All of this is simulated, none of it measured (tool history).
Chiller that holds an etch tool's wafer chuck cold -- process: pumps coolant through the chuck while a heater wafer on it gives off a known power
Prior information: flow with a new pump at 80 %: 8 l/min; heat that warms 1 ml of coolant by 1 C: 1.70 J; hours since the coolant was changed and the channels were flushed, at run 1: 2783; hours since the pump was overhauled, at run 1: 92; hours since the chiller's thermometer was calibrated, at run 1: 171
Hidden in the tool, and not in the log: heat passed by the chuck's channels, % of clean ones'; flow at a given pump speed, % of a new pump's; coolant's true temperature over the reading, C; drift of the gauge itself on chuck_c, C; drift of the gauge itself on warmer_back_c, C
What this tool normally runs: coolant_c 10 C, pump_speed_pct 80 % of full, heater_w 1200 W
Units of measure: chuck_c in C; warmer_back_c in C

run,day,coolant_c,pump_speed_pct,heater_w,hours since the coolant was changed and the channels were flushed,hours since the pump was overhauled,hours since the chiller's thermometer was calibrated,chuck_c,warmer_back_c
1,0,10,80,1200,2783,92,171,22.1,5.31
2,1.242,10,80,1200,2812,122,201,22,5.31
3,2.658,10,80,1200,2846,156,235,22.2,5.35
4,4.679,10,80,1200,2895,204,284,22,5.4
5,5.971,10,80,1200,2926,235,315,22,5.35
6,7.7,10,80,1200,2967,277,356,21.9,5.3
7,9.383,10,80,952,3008,317,397,19.5,4.22
8,11.25,10,80,952,3053,362,441,19.6,4.24
9,12.238,10,67,952,3076,386,465,20.9,5.19
10,13.604,10,67,952,3109,419,498,20.8,5.13
11,15.238,4,80,1200,3148,458,537,16.1,5.33
12,16.988,4,80,1200,3190,500,579,16.2,5.37
13,18.354,4,80,1200,3223,533,612,16.1,5.38
14,19.267,10,80,1085,3245,554,634,20.9,4.86
15,20.912,10,80,1085,3285,594,673,20.9,4.88
16,22.438,10,80,1085,3321,631,710,20.8,4.87
17,23.758,10,80,1085,3353,662,741,20.9,4.88
18,25.425,2,63,1200,3393,702,782,16.4,7
19,27.246,6,64,1307,3437,746,825,21.7,7.52
20,29.158,6,66,886,3482,792,871,16.5,5
21,30.338,6,66,886,3511,820,899,16.4,4.92
22,31.5,6,66,886,3539,848,927,16.5,4.9
23,33.129,16,78,1200,3578,887,966,28.4,5.49
24,34.171,16,95,899,3603,912,991,23.8,3.36
25,35.725,2,75,1518,3640,950,1029,18.2,7.37
26,37.162,0,80,1726,3675,984,1063,17.4,7.83
27,38.829,0,80,1726,3715,1024,1103,17.5,7.78
28,39.838,0,76,1023,3739,1048,1127,10.8,4.84
29,41.538,10,80,1604,3779,1089,1168,26.2,7.28
30,43.529,10,66,1042,3827,1137,1216,22.2,5.89
31,44.462,6,60,867,3850,1159,1238,17,5.39

5 options for the next run, each taken on its own from the tool as it stands now. Forecast them:
A,45.912,5,66,659,3884,1194,1273,?,?
B,45.912,10,68,1528,3884,1194,1273,?,?
C,45.912,13,66,867,3884,1194,1273,?,?
D,45.912,6,94,638,3884,1194,1273,?,?
E,45.912,8,80,1467,3884,1194,1273,?,?

run,chuck_c,warmer_back_c
A,12.7,3.69
B,27.7,8.32
C,23.3,4.84
D,11.8,2.45
E,23,6.61
Had the tool no hidden state, the same runs would have come out as:
run,chuck_c,warmer_back_c
A,12.3,3.58
B,26.6,8.07
C,22.7,4.7
D,11.5,2.38
E,22,6.42

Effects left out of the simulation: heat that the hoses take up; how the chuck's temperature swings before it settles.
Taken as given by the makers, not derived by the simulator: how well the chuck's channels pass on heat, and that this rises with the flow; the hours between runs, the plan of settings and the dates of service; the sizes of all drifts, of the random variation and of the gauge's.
